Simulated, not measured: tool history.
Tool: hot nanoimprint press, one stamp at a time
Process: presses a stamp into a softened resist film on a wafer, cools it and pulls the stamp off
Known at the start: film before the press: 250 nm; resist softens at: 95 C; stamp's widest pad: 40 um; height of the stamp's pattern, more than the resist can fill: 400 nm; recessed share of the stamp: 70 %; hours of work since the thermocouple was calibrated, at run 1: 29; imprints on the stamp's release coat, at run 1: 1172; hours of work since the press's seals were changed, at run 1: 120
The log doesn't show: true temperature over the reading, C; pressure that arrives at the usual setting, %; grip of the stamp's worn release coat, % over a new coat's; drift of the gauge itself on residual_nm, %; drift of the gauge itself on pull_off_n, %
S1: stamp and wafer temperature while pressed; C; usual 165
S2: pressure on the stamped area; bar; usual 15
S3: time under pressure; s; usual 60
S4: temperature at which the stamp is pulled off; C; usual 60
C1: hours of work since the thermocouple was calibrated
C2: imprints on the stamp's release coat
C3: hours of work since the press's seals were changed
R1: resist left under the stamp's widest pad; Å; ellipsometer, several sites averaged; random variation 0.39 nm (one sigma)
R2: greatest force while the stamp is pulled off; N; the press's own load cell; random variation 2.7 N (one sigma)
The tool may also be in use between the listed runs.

run 1 day=0 | S1=165 S2=15 S3=60 S4=60 | C1=29 C2=1172 C3=120 | R1=1113 R2=229
run 2 day=0.433 | S1=165 S2=15 S3=60 S4=60 | C1=33 C2=1199 C3=124 | R1=1126 R2=228
run 3 day=0.942 | S1=165 S2=15 S3=60 S4=60 | C1=38 C2=1231 C3=129 | R1=1118 R2=225
run 4 day=1.208 | S1=165 S2=15 S3=60 S4=60 | C1=41 C2=1248 C3=132 | R1=1131 R2=227
run 5 day=1.608 | S1=165 S2=15 S3=60 S4=60 | C1=45 C2=1273 C3=136 | R1=1122 R2=230
run 6 day=1.871 | S1=165 S2=15 S3=60 S4=60 | C1=47 C2=1289 C3=138 | R1=1120 R2=223
run 7 day=2.308 | S1=165 S2=15 S3=60 S4=60 | C1=51 C2=1317 C3=143 | R1=1120 R2=228
run 8 day=2.642 | S1=165 S2=15 S3=60 S4=60 | C1=55 C2=1337 C3=146 | R1=1119 R2=234
run 9 day=2.933 | S1=165 S2=15 S3=60 S4=46 | C1=58 C2=1356 C3=149 | R1=1125 R2=272
run 10 day=3.308 | S1=165 S2=15 S3=60 S4=45 | C1=61 C2=1379 C3=152 | R1=1117 R2=284
run 11 day=3.571 | S1=165 S2=15 S3=60 S4=60 | C1=64 C2=1396 C3=155 | R1=1128 R2=235
run 12 day=3.792 | S1=165 S2=15 S3=60 S4=60 | C1=66 C2=1410 C3=157 | R1=1120 R2=228
run 13 day=4.3 | S1=165 S2=15 S3=60 S4=60 | C1=71 C2=1441 C3=162 | R1=1130 R2=231
run 14 day=4.712 | S1=165 S2=15 S3=60 S4=60 | C1=75 C2=1467 C3=166 | R1=1125 R2=237
run 15 day=5.15 | S1=165 S2=15 S3=60 S4=60 | C1=79 C2=1495 C3=170 | R1=1128 R2=239
-- day=5.308 plate thermocouple calibrated
run 16 day=5.567 | S1=165 S2=15 S3=60 S4=60 | C1=3 C2=1513 C3=173 | R1=1126 R2=237
run 17 day=6.05 | S1=164 S2=15.2 S3=60 S4=60 | C1=7 C2=1543 C3=178 | R1=1171 R2=232
run 18 day=6.429 | S1=164 S2=15.2 S3=60 S4=60 | C1=11 C2=1567 C3=182 | R1=1161 R2=239
run 19 day=6.679 | S1=175 S2=15 S3=40 S4=54 | C1=13 C2=1582 C3=184 | R1=967 R2=248
run 20 day=6.904 | S1=173 S2=15 S3=55 S4=60 | C1=16 C2=1596 C3=186 | R1=909 R2=239
run 21 day=7.142 | S1=159 S2=22.2 S3=60 S4=48 | C1=18 C2=1611 C3=189 | R1=1161 R2=280
run 22 day=7.517 | S1=158 S2=9.8 S3=118 S4=51 | C1=22 C2=1635 C3=192 | R1=1334 R2=263
run 23 day=7.867 | S1=158 S2=9.8 S3=118 S4=51 | C1=25 C2=1657 C3=196 | R1=1334 R2=270
run 24 day=8.267 | S1=156 S2=9.8 S3=75 S4=47 | C1=29 C2=1682 C3=200 | R1=1629 R2=277
-- day=8.529 plate thermocouple calibrated, once more
run 25 day=8.825 | S1=156 S2=9.8 S3=75 S4=47 | C1=3 C2=1709 C3=204 | R1=1617 R2=283
run 26 day=9.117 | S1=165 S2=15.9 S3=35 S4=58 | C1=6 C2=1727 C3=207 | R1=1332 R2=249
run 27 day=9.625 | S1=168 S2=15 S3=95 S4=56 | C1=11 C2=1759 C3=212 | R1=845 R2=258
run 28 day=9.992 | S1=168 S2=15 S3=95 S4=56 | C1=14 C2=1782 C3=215 | R1=850 R2=255
run 29 day=10.338 | S1=168 S2=15 S3=35 S4=59 | C1=18 C2=1803 C3=218 | R1=1245 R2=249
run 30 day=10.654 | S1=171 S2=15 S3=47 S4=60 | C1=21 C2=1823 C3=222 | R1=1026 R2=243

The same runs without the tool's hidden state, with the same run-to-run variation:
run=1 R1=1113 R2=198
run=2 R1=1125 R2=196
run=3 R1=1116 R2=193
run=4 R1=1128 R2=194
run=5 R1=1118 R2=197
run=6 R1=1116 R2=190
run=7 R1=1115 R2=193
run=8 R1=1113 R2=198
run=9 R1=1119 R2=229
run=10 R1=1110 R2=239
run=11 R1=1121 R2=197
run=12 R1=1113 R2=191
run=13 R1=1122 R2=193
run=14 R1=1115 R2=197
run=15 R1=1118 R2=199
run=16 R1=1115 R2=196
run=17 R1=1158 R2=192
run=18 R1=1148 R2=196
run=19 R1=955 R2=203
run=20 R1=897 R2=196
run=21 R1=1143 R2=228
run=22 R1=1320 R2=214
run=23 R1=1319 R2=220
run=24 R1=1613 R2=224
run=25 R1=1615 R2=229
run=26 R1=1325 R2=201
run=27 R1=840 R2=208
run=28 R1=844 R2=205
run=29 R1=1237 R2=199
run=30 R1=1018 R2=195
